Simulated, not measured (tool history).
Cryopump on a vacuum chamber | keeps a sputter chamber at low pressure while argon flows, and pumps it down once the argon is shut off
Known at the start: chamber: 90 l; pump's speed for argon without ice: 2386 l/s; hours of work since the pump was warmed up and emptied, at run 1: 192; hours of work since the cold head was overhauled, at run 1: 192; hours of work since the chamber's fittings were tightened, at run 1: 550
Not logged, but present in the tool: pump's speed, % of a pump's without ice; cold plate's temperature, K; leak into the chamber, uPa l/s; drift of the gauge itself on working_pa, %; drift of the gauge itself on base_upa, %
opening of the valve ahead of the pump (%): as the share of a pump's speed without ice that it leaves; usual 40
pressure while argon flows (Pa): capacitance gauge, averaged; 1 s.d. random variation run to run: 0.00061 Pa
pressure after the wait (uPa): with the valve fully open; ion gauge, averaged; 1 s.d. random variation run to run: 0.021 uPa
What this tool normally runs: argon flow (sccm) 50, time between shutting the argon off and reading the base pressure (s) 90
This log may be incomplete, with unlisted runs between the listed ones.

run    hour  argon flow (sccm)  time between shutting the argon off and reading the base pressure (s)  opening of the valve ahead of the pump (%)  hours of work since the pump was warmed up and emptied  hours of work since the cold head was overhauled  hours of work since the chamber's fittings were tightened  pressure while argon flows (Pa)  pressure after the wait (uPa)
  1       0                 50                                                                     90                                          40                                                     192                                               192                                                        550                            0.093                           0.57
  2    44.5                 50                                                                     90                                          40                                                     217                                               217                                                        575                           0.0935                           0.54
  3    81.5                 50                                                                     90                                          40                                                     238                                               238                                                        596                           0.0945                            0.6
  4   100.7                 50                                                                     90                                          40                                                     249                                               249                                                        607                           0.0943                            0.6
  5   140.9                 50                                                                     90                                          40                                                     272                                               272                                                        630                           0.0944                            0.6
  6   177.8                 50                                                                     90                                          44                                                     293                                               293                                                        651                           0.0859                           0.62
  7   222.6                 50                                                                     90                                          44                                                     318                                               318                                                        676                            0.088                           0.66
  8   246.7                 50                                                                     90                                          52                                                     331                                               331                                                        689                           0.0753                           0.66
  9   287.2                 50                                                                     90                                          52                                                     354                                               354                                                        712                           0.0755                           0.69
 10   325.5                 50                                                                     90                                          16                                                     376                                               376                                                        734                           0.2291                           0.71
 11   355.2                 26                                                                     90                                          40                                                     393                                               393                                                        751                           0.0503                           0.64
 12   378.3                 50                                                                    150                                          40                                                     406                                               406                                                        764                           0.0986                           0.68
 13     408                 50                                                                    150                                          40                                                     422                                               422                                                        780                           0.0984                           0.66
 14   441.6                 50                                                                     90                                          56                                                     441                                               441                                                        799                           0.0731                           0.75
      453.3  -- pump warmed up, emptied and cooled again
 15   488.6                 48                                                                     90                                          56                                                      20                                               465                                                        823                            0.061                           0.63
 16   523.4                 50                                                                    238                                          40                                                      40                                               485                                                        843                           0.0895                           0.55
 17   561.8                 50                                                                    238                                          40                                                      61                                               506                                                        864                             0.09                           0.57
 18   601.5                 34                                                                     20                                          53                                                      84                                               529                                                        887                           0.0458                           1.26
 19   640.4                 32                                                                     90                                          20                                                     106                                               551                                                        909                           0.1149                           0.69
 20   662.5                 51                                                                     90                                          30                                                     118                                               563                                                        921                           0.1236                            0.7
 21   701.8                 60                                                                     31                                          33                                                     140                                               585                                                        943                           0.1321                           1.04
 22     744                 42                                                                     90                                          22                                                     164                                               609                                                        967                           0.1383                           0.77
 23   773.9                 42                                                                     90                                          22                                                     181                                               626                                                        984                           0.1376                           0.74
 24   820.8                 42                                                                     90                                          22                                                     207                                               653                                                       1010                           0.1391                           0.79
 25   861.2                 39                                                                     90                                          22                                                     230                                               675                                                       1033                           0.1293                           0.81
 26   903.3                 30                                                                     90                                          24                                                     254                                               699                                                       1057                           0.0921                           0.85
 27     935                 48                                                                     51                                          34                                                     272                                               717                                                       1075                           0.1059                           0.97
 28   961.1                 89                                                                     51                                          48                                                     286                                               732                                                       1090                           0.1422                           1.01
 29   981.2                 89                                                                     51                                          48                                                     298                                               743                                                       1101                           0.1428                           1.02
 30  1025.6                 89                                                                     73                                          48                                                     323                                               768                                                       1126                            0.144                           0.93
 31  1052.6                 89                                                                     73                                          48                                                     338                                               783                                                       1141                           0.1434                           0.93
 32  1089.2                 89                                                                     73                                          48                                                     359                                               804                                                       1162                           0.1458                           0.92
     1098.4  -- leaking fittings of the chamber tightened, without venting
 33  1131.4                 35                                                                     47                                          25                                                     381                                               827                                                         19                           0.1034                            0.5

Pick out some run-to-run changes in pressure while argon flows (Pa). Of each, how much would a tool without hidden state show as well, from the settings, what came in and chance, and how much is left for the hidden state and any gauge scatter not in both results compared?
Run 9 -> 10: opening of the valve ahead of the pump (%) 52 -> 16. pressure while argon flows (Pa) +0.1536: hidden state +0.0007, all else +0.1529.
Run 10 -> 11: argon flow (sccm) 50 -> 26, opening of the valve ahead of the pump (%) 16 -> 40. pressure while argon flows (Pa) -0.1788: hidden state -0.0039, all else -0.1749.
Run 14 -> 15: argon flow (sccm) 50 -> 48, pump warmed up, emptied and cooled again. pressure while argon flows (Pa) -0.0121: hidden state -0.0098, all else -0.0023.
Run 18 -> 19: argon flow (sccm) 34 -> 32, time between shutting the argon off and reading the base pressure (s) 20 -> 90, opening of the valve ahead of the pump (%) 53 -> 20. pressure while argon flows (Pa) +0.0691: hidden state +0.0002, all else +0.0689.
Run 27 -> 28: argon flow (sccm) 48 -> 89, opening of the valve ahead of the pump (%) 34 -> 48. pressure while argon flows (Pa) +0.0363: hidden state +0.0055, all else +0.0308.
Run 32 -> 33: argon flow (sccm) 89 -> 35, time between shutting the argon off and reading the base pressure (s) 73 -> 47, opening of the valve ahead of the pump (%) 48 -> 25, leaking fittings of the chamber tightened, without venting. pressure while argon flows (Pa) -0.0424: hidden state -0.0083, all else -0.0341.

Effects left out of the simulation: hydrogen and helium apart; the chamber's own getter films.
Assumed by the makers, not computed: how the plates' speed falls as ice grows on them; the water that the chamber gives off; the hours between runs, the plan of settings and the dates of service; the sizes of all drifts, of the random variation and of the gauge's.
